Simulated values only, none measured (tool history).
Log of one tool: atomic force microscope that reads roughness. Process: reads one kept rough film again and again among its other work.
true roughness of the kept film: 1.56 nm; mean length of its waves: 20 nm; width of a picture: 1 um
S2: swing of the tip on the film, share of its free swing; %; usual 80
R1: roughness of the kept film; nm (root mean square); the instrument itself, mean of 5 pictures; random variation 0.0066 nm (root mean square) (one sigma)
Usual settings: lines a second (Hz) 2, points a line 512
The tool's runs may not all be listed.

Run 1, hour 0: usual settings. Result: R1 1.302 nm (root mean square).
Run 2, hour 10.1: usual settings. Result: R1 1.299 nm (root mean square).
Run 3, hour 14.4: usual settings. Result: R1 1.309 nm (root mean square).
Run 4, hour 21: usual settings but S2 59 %. Result: R1 1.392 nm (root mean square).
Run 5, hour 31.3: usual settings but S2 59 %. Result: R1 1.381 nm (root mean square).
Run 6, hour 37.9: usual settings but S2 59 %. Result: R1 1.406 nm (root mean square).
Run 7, hour 47.4: usual settings but points a line 696. Result: R1 1.311 nm (root mean square).
Run 8, hour 51.8: usual settings but lines a second (Hz) 3.3. Result: R1 1.226 nm (root mean square).
Run 9, hour 57.2: usual settings but lines a second (Hz) 3.3. Result: R1 1.232 nm (root mean square).
Run 10, hour 65.9: usual settings. Result: R1 1.3 nm (root mean square).
Run 11, hour 72.6: usual settings. Result: R1 1.304 nm (root mean square).
At hour 80.1: new tip fitted.
Run 12, hour 82.4: usual settings but lines a second (Hz) 3.78. Result: R1 1.217 nm (root mean square).
Run 13, hour 88.9: usual settings but points a line 548. Result: R1 1.307 nm (root mean square).
Run 14, hour 98.8: usual settings but points a line 548. Result: R1 1.306 nm (root mean square).
Run 15, hour 105.3: usual settings. Result: R1 1.307 nm (root mean square).
Run 16, hour 111.4: usual settings but S2 84 %. Result: R1 1.274 nm (root mean square).
Run 17, hour 119: usual settings but S2 85 %. Result: R1 1.278 nm (root mean square).
Run 18, hour 123.9: usual settings. Result: R1 1.305 nm (root mean square).
Run 19, hour 132.8: usual settings but S2 90 %. Result: R1 1.23 nm (root mean square).
Run 20, hour 140.5: usual settings but S2 90 %. Result: R1 1.226 nm (root mean square).
Run 21, hour 147.7: usual settings but S2 90 %. Result: R1 1.233 nm (root mean square).
Run 22, hour 152.4: usual settings but lines a second (Hz) 0.69, S2 60 %, points a line 597. Result: R1 1.41 nm (root mean square).
Run 23, hour 158.5: usual settings but lines a second (Hz) 0.66. Result: R1 1.383 nm (root mean square).
At hour 164.1: new tip fitted.
Run 24, hour 165.7: usual settings but lines a second (Hz) 2.8, S2 64 %, points a line 967. Result: R1 1.373 nm (root mean square).
Run 25, hour 176.1: usual settings but lines a second (Hz) 1.59, S2 68 %, points a line 967. Result: R1 1.399 nm (root mean square).
Run 26, hour 183.2: usual settings but lines a second (Hz) 1.59, S2 68 %, points a line 967. Result: R1 1.392 nm (root mean square).
Run 27, hour 191.1: usual settings but lines a second (Hz) 1.59, S2 78 %, points a line 779. Result: R1 1.344 nm (root mean square).
Run 28, hour 200.3: usual settings but lines a second (Hz) 0.51. Result: R1 1.39 nm (root mean square).
Run 29, hour 204.7: usual settings but lines a second (Hz) 2.73, S2 73 %, points a line 566. Result: R1 1.319 nm (root mean square).
Run 30, hour 214.1: usual settings but S2 88 %. Result: R1 1.263 nm (root mean square).
Run 31, hour 219.9: usual settings but lines a second (Hz) 0.62, S2 71 %, points a line 370. Result: R1 1.401 nm (root mean square).
Run 32, hour 226.7: usual settings but lines a second (Hz) 2.71, points a line 423. Result: R1 1.256 nm (root mean square).
Run 33, hour 233.1: usual settings but lines a second (Hz) 2.69. Result: R1 1.258 nm (root mean square).
Run 34, hour 237.7: usual settings but lines a second (Hz) 2.69. Result: R1 1.261 nm (root mean square).
Run 35, hour 243.4: usual settings but S2 60 %, points a line 451. Result: R1 1.387 nm (root mean square).

Forecast run 36:
At hour 247.7: new tip fitted.
Run 36, hour 253.6: usual settings but S2 63 %, points a line 451. Result: R1 ?.

Run 36 gave R1 1.381 nm (root mean square).
Without the tool's hidden state the same run would have given R1 1.382 nm (root mean square).
